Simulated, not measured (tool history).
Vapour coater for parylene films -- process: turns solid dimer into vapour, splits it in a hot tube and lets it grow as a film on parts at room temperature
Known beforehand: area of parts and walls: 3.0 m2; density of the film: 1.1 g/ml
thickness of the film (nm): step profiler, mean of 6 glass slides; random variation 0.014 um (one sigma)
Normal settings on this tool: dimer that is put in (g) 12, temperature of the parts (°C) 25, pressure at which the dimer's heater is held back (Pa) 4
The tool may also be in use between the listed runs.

run	day	dimer that is put in (g)	temperature of the parts (°C)	pressure at which the dimer's heater is held back (Pa)	thickness of the film (nm)
1	0	12	25	4	2570
# day 0.579: trap's valve overhauled
2	1.588	12	25	4	2580
3	4.321	12	25	4	2540
4	6.133	12	28	4	2320
5	9.112	12	28	4	2350
6	12.508	12	28	4	2330
7	14.95	12	24	9.11	2380
8	16.454	12	24	9.11	2370
9	19.233	8	18	3.77	2120
10	21.842	14	18	6.85	3440
11	24.1	12	37	5.68	1670

Predict each of these 3 candidate next runs independently; none follows another, all start after run 11:
A	26.304	10	20	5.68	?
B	26.304	12	24	5.68	?
C	26.304	7	37	3.01	?

run	thickness of the film (nm)
A	2360
B	2520
C	1050
Without the tool's unlogged condition, the same runs would have read:
run	thickness of the film (nm)
A	2390
B	2550
C	1070
